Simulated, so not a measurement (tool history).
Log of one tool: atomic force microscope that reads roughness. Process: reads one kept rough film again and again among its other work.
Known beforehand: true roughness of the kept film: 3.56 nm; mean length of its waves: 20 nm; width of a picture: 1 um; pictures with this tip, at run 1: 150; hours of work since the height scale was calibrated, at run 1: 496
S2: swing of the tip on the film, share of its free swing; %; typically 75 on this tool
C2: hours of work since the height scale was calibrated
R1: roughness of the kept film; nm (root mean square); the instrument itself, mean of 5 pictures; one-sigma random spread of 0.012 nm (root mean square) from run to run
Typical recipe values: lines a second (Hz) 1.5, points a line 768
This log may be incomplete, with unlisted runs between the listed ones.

run 1 hour=0.0 | lines_a_second_(Hz)=1.5 S2=75 points_a_line=768 | pictures_with_this_tip=150 C2=496 | R1=2.285
run 2 hour=16.6 | lines_a_second_(Hz)=1.5 S2=75 points_a_line=768 | pictures_with_this_tip=173 C2=508 | R1=2.248
run 3 hour=26.4 | lines_a_second_(Hz)=1.5 S2=58 points_a_line=768 | pictures_with_this_tip=187 C2=515 | R1=2.257
run 4 hour=39.9 | lines_a_second_(Hz)=1.5 S2=75 points_a_line=484 | pictures_with_this_tip=206 C2=525 | R1=2.158
-- hour=42.9 height scale calibrated on a step standard
run 5 hour=57.5 | lines_a_second_(Hz)=1.5 S2=75 points_a_line=812 | pictures_with_this_tip=229 C2=11 | R1=2.133
run 6 hour=73.4 | lines_a_second_(Hz)=1.5 S2=75 points_a_line=812 | pictures_with_this_tip=251 C2=22 | R1=2.079

Run 7 comes next. What will it give?
-- hour=85.1 height scale calibrated on a step standard, once more
run 7 hour=88.1 | lines_a_second_(Hz)=1.5 S2=75 points_a_line=812 | pictures_with_this_tip=270 C2=2 | R1=?

R1: 2.069 nm (root mean square)
If the tool had no hidden condition, the same run with the same run-to-run variation would have returned R1 2.747 nm (root mean square).
